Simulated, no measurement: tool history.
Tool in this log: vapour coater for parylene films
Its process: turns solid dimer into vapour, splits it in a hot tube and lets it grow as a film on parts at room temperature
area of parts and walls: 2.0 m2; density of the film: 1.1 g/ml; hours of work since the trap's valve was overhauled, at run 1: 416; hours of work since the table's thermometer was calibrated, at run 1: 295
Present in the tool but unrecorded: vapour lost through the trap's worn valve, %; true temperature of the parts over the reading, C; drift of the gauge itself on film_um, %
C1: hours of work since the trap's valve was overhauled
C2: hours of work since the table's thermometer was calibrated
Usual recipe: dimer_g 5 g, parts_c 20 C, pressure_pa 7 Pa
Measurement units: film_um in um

Run 1, day 0: usual settings; C1 416; C2 295. Result: film_um 1.218 um.
Run 2, day 1.383: usual settings; C1 433; C2 311. Result: film_um 1.203 um.
Run 3, day 3.817: usual settings; C1 462; C2 341. Result: film_um 1.18 um.
Run 4, day 6.258: usual settings but pressure_pa 5.91 Pa; C1 491; C2 370. Result: film_um 1.215 um.
Run 5, day 7.892: usual settings but parts_c 21 C; C1 511; C2 389. Result: film_um 1.162 um.
Run 6, day 9.612: usual settings but parts_c 21 C; C1 531; C2 410. Result: film_um 1.148 um.
Run 7, day 11.771: usual settings but parts_c 21 C; C1 557; C2 436. Result: film_um 1.149 um.
Run 8, day 12.971: usual settings; C1 572; C2 450. Result: film_um 1.177 um.
Run 9, day 14.242: usual settings; C1 587; C2 466. Result: film_um 1.16 um.
Run 10, day 16.112: usual settings but pressure_pa 10.7 Pa; C1 609; C2 488. Result: film_um 1.125 um.
Run 11, day 17.912: usual settings but dimer_g 4 g; C1 631; C2 510. Result: film_um 0.922 um.
At day 18.929: trap's valve overhauled.
Run 12, day 20.588: usual settings but dimer_g 4 g; C1 20; C2 540. Result: film_um 1.031 um.
Run 13, day 22.625: usual settings; C1 44; C2 564. Result: film_um 1.292 um.
Run 14, day 24.342: usual settings; C1 65; C2 585. Result: film_um 1.303 um.
Run 15, day 25.638: usual settings; C1 80; C2 600. Result: film_um 1.298 um.
Run 16, day 26.942: usual settings but dimer_g 9 g; C1 96; C2 616. Result: film_um 2.318 um.
Run 17, day 28.833: usual settings but dimer_g 9 g; C1 119; C2 638. Result: film_um 2.315 um.
Run 18, day 31.279: usual settings but dimer_g 9 g; C1 148; C2 668. Result: film_um 2.312 um.
Run 19, day 33.442: usual settings but dimer_g 4 g; C1 174; C2 694. Result: film_um 1.016 um.
Run 20, day 35.533: usual settings but dimer_g 4 g; C1 199; C2 719. Result: film_um 1.01 um.
Run 21, day 37.096: usual settings but dimer_g 6 g, parts_c 22 C, pressure_pa 6.42 Pa; C1 218; C2 737. Result: film_um 1.452 um.
Run 22, day 39.3: usual settings but parts_c 19 C; C1 244; C2 764. Result: film_um 1.278 um.
Run 23, day 41.421: usual settings but parts_c 23 C, pressure_pa 7.09 Pa; C1 269; C2 789. Result: film_um 1.159 um.
Run 24, day 42.721: usual settings but parts_c 23 C, pressure_pa 7.09 Pa; C1 285; C2 805. Result: film_um 1.165 um.
Run 25, day 44.683: usual settings but parts_c 22 C, pressure_pa 3.08 Pa; C1 309; C2 828. Result: film_um 1.255 um.
Run 26, day 46.592: usual settings but dimer_g 6 g, pressure_pa 4.35 Pa; C1 331; C2 851. Result: film_um 1.531 um.
Run 27, day 47.712: usual settings but dimer_g 2 g, parts_c 29 C, pressure_pa 3.96 Pa; C1 345; C2 865. Result: film_um 0.407 um.
Run 28, day 49.317: usual settings but parts_c 30 C, pressure_pa 5.45 Pa; C1 364; C2 884. Result: film_um 0.958 um.
Run 29, day 51.458: usual settings but dimer_g 7 g, pressure_pa 4.55 Pa; C1 390; C2 910. Result: film_um 1.767 um.
Run 30, day 53.204: usual settings but dimer_g 8 g, parts_c 28 C, pressure_pa 3.15 Pa; C1 411; C2 930. Result: film_um 1.693 um.
Run 31, day 55.4: usual settings but dimer_g 8 g, parts_c 28 C, pressure_pa 3.15 Pa; C1 437; C2 957. Result: film_um 1.699 um.
Run 32, day 57.821: usual settings but dimer_g 9 g, parts_c 27 C, pressure_pa 11.15 Pa; C1 466; C2 986. Result: film_um 1.772 um.
Run 33, day 58.942: usual settings but dimer_g 9 g, parts_c 27 C, pressure_pa 11.15 Pa; C1 479; C2 999. Result: film_um 1.786 um.
Run 34, day 60.821: usual settings but dimer_g 9 g, parts_c 27 C, pressure_pa 11.15 Pa; C1 502; C2 1022. Result: film_um 1.763 um.
Run 35, day 62.621: usual settings but dimer_g 8 g, parts_c 31 C, pressure_pa 10.4 Pa; C1 524; C2 1043. Result: film_um 1.463 um.
Run 36, day 64.321: usual settings but dimer_g 3 g, parts_c 24 C, pressure_pa 7.93 Pa; C1 544; C2 1064. Result: film_um 0.648 um.

3 options for the next run, each taken on its own from the tool as it stands now. Forecast them:
Run A, day 66.421: usual settings but dimer_g 7 g, parts_c 14 C, pressure_pa 7.24 Pa; C1 569; C2 1089. Result: film_um ?.
Run B, day 66.421: usual settings but dimer_g 6 g, parts_c 26 C, pressure_pa 3 Pa; C1 569; C2 1089. Result: film_um ?.
Run C, day 66.421: usual settings but pressure_pa 2.69 Pa; C1 569; C2 1089. Result: film_um ?.

run  film_um
  A    1.897
  B    1.294
  C    1.264
Without the tool's unlogged condition, the same runs would have read:
run  film_um
  A     2.12
  B    1.447
  C    1.411

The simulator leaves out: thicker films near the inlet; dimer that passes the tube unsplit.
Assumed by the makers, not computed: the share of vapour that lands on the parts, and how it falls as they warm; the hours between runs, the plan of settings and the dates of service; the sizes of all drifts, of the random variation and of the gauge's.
